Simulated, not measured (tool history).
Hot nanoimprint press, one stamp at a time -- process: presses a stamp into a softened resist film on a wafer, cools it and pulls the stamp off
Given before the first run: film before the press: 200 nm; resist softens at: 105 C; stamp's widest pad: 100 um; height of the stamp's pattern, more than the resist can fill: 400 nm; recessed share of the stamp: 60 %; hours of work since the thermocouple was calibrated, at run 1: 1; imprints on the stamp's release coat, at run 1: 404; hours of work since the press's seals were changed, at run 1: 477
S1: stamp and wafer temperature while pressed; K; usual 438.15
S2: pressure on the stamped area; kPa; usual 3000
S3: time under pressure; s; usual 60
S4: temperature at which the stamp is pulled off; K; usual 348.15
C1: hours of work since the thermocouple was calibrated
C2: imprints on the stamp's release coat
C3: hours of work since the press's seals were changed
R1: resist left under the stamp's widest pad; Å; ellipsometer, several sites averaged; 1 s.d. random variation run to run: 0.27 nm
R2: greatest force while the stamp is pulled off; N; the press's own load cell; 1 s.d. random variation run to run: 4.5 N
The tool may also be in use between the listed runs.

run	day	S1	S2	S3	S4	C1	C2	C3	R1	R2
1	0	438.15	3000	60	348.15	1	404	477	876	226
2	1.346	438.15	3000	60	344.15	19	474	496	877	244
3	2.904	438.15	3000	60	344.15	40	555	517	874	241
4	4.946	438.15	3000	60	344.15	68	661	545	880	228
5	5.996	438.15	3000	60	336.15	83	715	560	883	273
6	7.821	438.15	3000	60	336.15	108	810	585	881	272
# day 9.388: stamp cleaned and given a new release coat
7	10.05	438.15	3000	60	336.15	135	35	612	876	273
8	12.079	438.15	3000	60	341.15	163	140	640	881	255
9	13.042	438.15	3000	85	341.15	176	190	653	761	252
10	14.938	438.15	3000	85	341.15	202	289	679	770	251
11	16.288	438.15	3000	60	348.15	220	359	697	880	223
12	18.046	438.15	3000	60	348.15	245	450	721	883	220
13	19.458	438.15	3000	60	348.15	264	523	741	881	217
14	21.292	438.15	3000	60	348.15	289	618	766	888	233
15	22.321	438.15	3000	60	348.15	303	672	780	881	222
16	23.742	438.15	3560	60	347.15	323	745	799	823	222
17	24.788	445.15	3000	86	348.15	337	800	814	486	225
18	25.717	445.15	3000	86	348.15	350	848	826	487	226
# day 25.979: plate thermocouple calibrated
# day 26.738: stamp cleaned and given a new release coat
19	28.146	443.15	1940	55	346.15	26	73	855	821	221
20	29.904	430.15	1940	51	344.15	50	165	879	1574	228
21	31.408	430.15	2990	98	355.15	71	243	899	1185	196
22	32.767	444.15	3000	60	348.15	90	313	918	616	220
23	34.704	435.15	1850	51	343.15	116	414	945	1307	235
# day 35.321: gauge calibrated
24	36.817	438.15	3000	90	348.15	145	523	973	743	221
25	38.217	438.15	3000	90	348.15	164	596	993	743	219
26	39.158	438.15	1830	54	346.15	177	645	1006	1106	229
27	40.817	438.15	1830	54	346.15	200	731	1028	1102	226
28	42.242	434.15	3430	60	355.15	220	805	1048	1060	193
# day 43.846: stamp cleaned and given a new release coat
29	43.946	444.15	3430	77	351.15	239	5	1068	510	207
30	45.125	438.15	3140	60	348.15	256	67	1084	866	222

Hidden state or all else? Some run-to-run changes of R1, split into what the settings, what came in and random variation would give without the hidden state, and what is left for the hidden state (with any gauge scatter that isn't in both results):
The hidden state here: true temperature over the reading, C; pressure that arrives at the usual setting, %; grip of the stamp's worn release coat, % over a new coat's; drift of the gauge itself on residual_nm, %; drift of the gauge itself on pull_off_n, %.
Run 19 -> 20: S1 443.15 -> 430.15, S3 55 -> 51, S4 346.15 -> 344.15. R1 +753 Å: hidden state +9, all else +744.
Run 21 -> 22: S1 430.15 -> 444.15, S2 2990 -> 3000, S3 98 -> 60, S4 355.15 -> 348.15. R1 -569 Å: hidden state -8, all else -561.
Run 22 -> 23: S1 444.15 -> 435.15, S2 3000 -> 1850, S3 60 -> 51, S4 348.15 -> 343.15. R1 +691 Å: hidden state +11, all else +680.
Run 23 -> 24: S1 435.15 -> 438.15, S2 1850 -> 3000, S3 51 -> 90, S4 343.15 -> 348.15, gauge calibrated. R1 -564 Å: hidden state -20, all else -544.

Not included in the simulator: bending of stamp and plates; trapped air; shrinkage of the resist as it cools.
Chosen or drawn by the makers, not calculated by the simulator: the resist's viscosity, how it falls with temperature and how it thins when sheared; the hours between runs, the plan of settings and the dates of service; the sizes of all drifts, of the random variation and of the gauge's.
